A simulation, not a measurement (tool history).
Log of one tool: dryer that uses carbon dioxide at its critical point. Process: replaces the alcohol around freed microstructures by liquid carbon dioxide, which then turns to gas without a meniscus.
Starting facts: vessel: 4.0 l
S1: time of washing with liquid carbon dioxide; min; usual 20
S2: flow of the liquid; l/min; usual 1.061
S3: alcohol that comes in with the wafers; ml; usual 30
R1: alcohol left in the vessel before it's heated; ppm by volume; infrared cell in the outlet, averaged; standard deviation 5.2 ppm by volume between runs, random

Run 1, hour 0.0: usual settings. Result: R1 156 ppm by volume.
Run 2, hour 14.5: usual settings. Result: R1 170 ppm by volume.
Run 3, hour 21.7: usual settings. Result: R1 157 ppm by volume.
Run 4, hour 32.8: usual settings. Result: R1 169 ppm by volume.
Run 5, hour 47.1: usual settings but S3 69 ml. Result: R1 308 ppm by volume.
Run 6, hour 61.6: usual settings but S3 69 ml. Result: R1 322 ppm by volume.
Run 7, hour 69.8: usual settings but S3 69 ml. Result: R1 326 ppm by volume.
Run 8, hour 81.5: usual settings. Result: R1 194 ppm by volume.
Run 9, hour 90.2: usual settings. Result: R1 183 ppm by volume.
Run 10, hour 98.5: usual settings. Result: R1 183 ppm by volume.
Run 11, hour 109.8: usual settings but S1 14 min. Result: R1 491 ppm by volume.
Run 12, hour 121.9: usual settings but S1 14 min. Result: R1 497 ppm by volume.
Run 13, hour 134.9: usual settings. Result: R1 200 ppm by volume.
Run 14, hour 149.4: usual settings but S1 24 min. Result: R1 131 ppm by volume.
Run 15, hour 159.3: usual settings. Result: R1 208 ppm by volume.
Run 16, hour 172.1: usual settings. Result: R1 213 ppm by volume.
Run 17, hour 184.2: usual settings but S3 21 ml. Result: R1 172 ppm by volume.
Run 18, hour 194.1: usual settings but S3 21 ml. Result: R1 178 ppm by volume.
Run 19, hour 206.2: usual settings but S1 26 min. Result: R1 122 ppm by volume.
Run 20, hour 212.7: usual settings but S1 26 min. Result: R1 126 ppm by volume.
Run 21, hour 220.2: usual settings but S1 14 min. Result: R1 551 ppm by volume.
Run 22, hour 231.5: usual settings but S1 29 min. Result: R1 111 ppm by volume.
Run 23, hour 243.6: usual settings but S1 29 min. Result: R1 120 ppm by volume.
Run 24, hour 254.0: usual settings but S1 29 min. Result: R1 106 ppm by volume.
Run 25, hour 264.9: usual settings but S1 29 min. Result: R1 110 ppm by volume.
Run 26, hour 273.2: usual settings but S1 29 min, S2 1.250 l/min, S3 88 ml. Result: R1 122 ppm by volume.
Run 27, hour 288.0: usual settings but S1 29 min, S2 1.250 l/min, S3 88 ml. Result: R1 117 ppm by volume.
Run 28, hour 299.9: usual settings but S1 13 min, S2 0.930 l/min, S3 33 ml. Result: R1 1007 ppm by volume.
At hour 303.3: inlet filter changed.
Run 29, hour 311.9: usual settings but S1 18 min, S3 47 ml. Result: R1 297 ppm by volume.
Run 30, hour 322.0: usual settings but S1 18 min, S2 1.320 l/min, S3 47 ml. Result: R1 169 ppm by volume.
Run 31, hour 337.4: usual settings but S1 14 min, S2 1.380 l/min, S3 45 ml. Result: R1 292 ppm by volume.
Run 32, hour 351.3: usual settings but S2 0.850 l/min, S3 36 ml. Result: R1 334 ppm by volume.
Run 33, hour 362.5: usual settings but S2 0.850 l/min, S3 36 ml. Result: R1 359 ppm by volume.
Run 34, hour 377.9: usual settings but S2 1.500 l/min, S3 26 ml. Result: R1 117 ppm by volume.
Run 35, hour 387.0: usual settings but S2 1.500 l/min, S3 26 ml. Result: R1 120 ppm by volume.
Run 36, hour 395.4: usual settings but S1 15 min, S2 1.080 l/min, S3 26 ml. Result: R1 316 ppm by volume.
Run 37, hour 408.4: usual settings but S1 15 min, S2 1.080 l/min, S3 26 ml. Result: R1 334 ppm by volume.
Run 38, hour 415.6: usual settings but S1 30 min, S3 22 ml. Result: R1 117 ppm by volume.
Run 39, hour 425.4: usual settings but S1 30 min, S2 1.330 l/min, S3 21 ml. Result: R1 118 ppm by volume.
Run 40, hour 435.3: usual settings but S1 30 min, S2 1.330 l/min, S3 21 ml. Result: R1 103 ppm by volume.
Run 41, hour 448.5: usual settings but S1 30 min, S2 1.330 l/min, S3 21 ml. Result: R1 108 ppm by volume.
Run 42, hour 464.0: usual settings but S1 30 min, S2 1.330 l/min, S3 21 ml. Result: R1 113 ppm by volume.
Run 43, hour 471.7: usual settings but S1 30 min, S2 1.330 l/min, S3 21 ml. Result: R1 110 ppm by volume.
Run 44, hour 483.9: usual settings but S1 29 min. Result: R1 139 ppm by volume.
Run 45, hour 498.0: usual settings but S1 15 min, S2 1.050 l/min. Result: R1 428 ppm by volume.
Run 46, hour 514.0: usual settings but S1 17 min, S2 0.730 l/min. Result: R1 753 ppm by volume.
Run 47, hour 522.1: usual settings but S1 17 min, S2 0.730 l/min. Result: R1 745 ppm by volume.

Hidden state or all else? Some run-to-run changes of R1, split into what the settings, what came in and random variation would give without the hidden state, and what is left for the hidden state (with any gauge scatter that isn't in both results):
The tool's hidden condition here consists of: flow that reaches the vessel past the clogged filter, %; alcohol in the recycled carbon dioxide, ppm; drift of the gauge itself on alcohol_ppm, %.
Run 21 -> 22: S1 14 -> 29. R1 -440 ppm by volume: hidden state -139, all else -301.
Run 27 -> 28: S1 29 -> 13, S2 1.250 -> 0.930, S3 88 -> 33. R1 +890 ppm by volume: hidden state +277, all else +613.
Run 28 -> 29: S1 13 -> 18, S2 0.930 -> 1.061, S3 33 -> 47, inlet filter changed. R1 -710 ppm by volume: hidden state -291, all else -419.

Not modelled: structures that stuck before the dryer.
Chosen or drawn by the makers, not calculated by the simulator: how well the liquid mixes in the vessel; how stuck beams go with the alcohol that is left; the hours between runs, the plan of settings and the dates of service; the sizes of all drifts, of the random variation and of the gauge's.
